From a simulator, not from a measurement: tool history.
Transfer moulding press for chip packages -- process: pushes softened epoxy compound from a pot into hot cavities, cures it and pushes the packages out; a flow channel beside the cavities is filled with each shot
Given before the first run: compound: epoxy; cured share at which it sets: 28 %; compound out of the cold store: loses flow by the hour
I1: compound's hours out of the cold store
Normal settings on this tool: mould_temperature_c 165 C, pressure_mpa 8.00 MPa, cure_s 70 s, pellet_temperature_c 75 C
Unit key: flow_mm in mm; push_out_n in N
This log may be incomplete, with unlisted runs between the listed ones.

{"run": 1, "hour": 0.0, "mould_temperature_c": 165, "pressure_mpa": 8.0, "cure_s": 70, "pellet_temperature_c": 75, "I1": 24.8, "flow_mm": 632, "push_out_n": 550}
{"hour": 31.1, "done": "mould's thermocouples calibrated"}
{"run": 2, "hour": 47.0, "mould_temperature_c": 165, "pressure_mpa": 6.15, "cure_s": 70, "pellet_temperature_c": 75, "I1": 40.5, "flow_mm": 494, "push_out_n": 680}
{"hour": 58.0, "done": "cavities cleaned with cleaning compound and waxed"}
{"run": 3, "hour": 81.2, "mould_temperature_c": 165, "pressure_mpa": 8.0, "cure_s": 70, "pellet_temperature_c": 75, "I1": 13.3, "flow_mm": 671, "push_out_n": 577}
{"hour": 138.2, "done": "cavities cleaned with cleaning compound and waxed"}
{"run": 4, "hour": 143.3, "mould_temperature_c": 165, "pressure_mpa": 8.0, "cure_s": 70, "pellet_temperature_c": 75, "I1": 35.8, "flow_mm": 583, "push_out_n": 433}
{"hour": 172.6, "done": "plunger's sealing rings changed"}
{"run": 5, "hour": 172.6, "mould_temperature_c": 165, "pressure_mpa": 8.0, "cure_s": 70, "pellet_temperature_c": 75, "I1": 48.0, "flow_mm": 555, "push_out_n": 561}
{"hour": 221.2, "done": "cavities cleaned with cleaning compound and waxed"}
{"run": 6, "hour": 237.4, "mould_temperature_c": 165, "pressure_mpa": 8.0, "cure_s": 70, "pellet_temperature_c": 76, "I1": 29.6, "flow_mm": 621, "push_out_n": 531}
{"run": 7, "hour": 291.6, "mould_temperature_c": 159, "pressure_mpa": 9.39, "cure_s": 79, "pellet_temperature_c": 79, "I1": 34.4, "flow_mm": 659, "push_out_n": 727}
{"hour": 302.1, "done": "cavities cleaned with cleaning compound and waxed"}
{"run": 8, "hour": 323.5, "mould_temperature_c": 159, "pressure_mpa": 9.39, "cure_s": 79, "pellet_temperature_c": 84, "I1": 10.5, "flow_mm": 766, "push_out_n": 652}
{"run": 9, "hour": 373.9, "mould_temperature_c": 163, "pressure_mpa": 8.63, "cure_s": 89, "pellet_temperature_c": 75, "I1": 42.3, "flow_mm": 583, "push_out_n": 532}
{"hour": 381.1, "done": "cavities cleaned with cleaning compound and waxed"}
{"run": 10, "hour": 416.2, "mould_temperature_c": 158, "pressure_mpa": 6.22, "cure_s": 89, "pellet_temperature_c": 67, "I1": 47.2, "flow_mm": 480, "push_out_n": 580}

Alternative continuations, all from the tool just after run 10; predict every row:
{"hour": 458.6, "done": "cavities cleaned with cleaning compound and waxed"}
{"run": "A", "hour": 461.7, "mould_temperature_c": 158, "pressure_mpa": 6.22, "cure_s": 89, "pellet_temperature_c": 78, "I1": 15.4, "flow_mm": "?", "push_out_n": "?"}
{"hour": 458.6, "done": "cavities cleaned with cleaning compound and waxed"}
{"run": "B", "hour": 461.7, "mould_temperature_c": 160, "pressure_mpa": 6.33, "cure_s": 70, "pellet_temperature_c": 77, "I1": 12.2, "flow_mm": "?", "push_out_n": "?"}
{"hour": 458.6, "done": "cavities cleaned with cleaning compound and waxed"}
{"run": "C", "hour": 461.7, "mould_temperature_c": 158, "pressure_mpa": 6.22, "cure_s": 82, "pellet_temperature_c": 67, "I1": 36.7, "flow_mm": "?", "push_out_n": "?"}
{"hour": 458.6, "done": "cavities cleaned with cleaning compound and waxed"}
{"run": "D", "hour": 461.7, "mould_temperature_c": 171, "pressure_mpa": 6.22, "cure_s": 58, "pellet_temperature_c": 67, "I1": 27.9, "flow_mm": "?", "push_out_n": "?"}
{"hour": 458.6, "done": "cavities cleaned with cleaning compound and waxed"}
{"run": "E", "hour": 461.7, "mould_temperature_c": 165, "pressure_mpa": 6.27, "cure_s": 70, "pellet_temperature_c": 66, "I1": 12.1, "flow_mm": "?", "push_out_n": "?"}

run=A flow_mm=595 push_out_n=438
run=B flow_mm=608 push_out_n=632
run=C flow_mm=512 push_out_n=506
run=D flow_mm=523 push_out_n=447
run=E flow_mm=598 push_out_n=479
Take away the tool's hidden state, keep each run's random variation, and the runs would have read:
run=A flow_mm=627 push_out_n=424
run=B flow_mm=641 push_out_n=620
run=C flow_mm=539 push_out_n=492
run=D flow_mm=551 push_out_n=430
run=E flow_mm=630 push_out_n=464
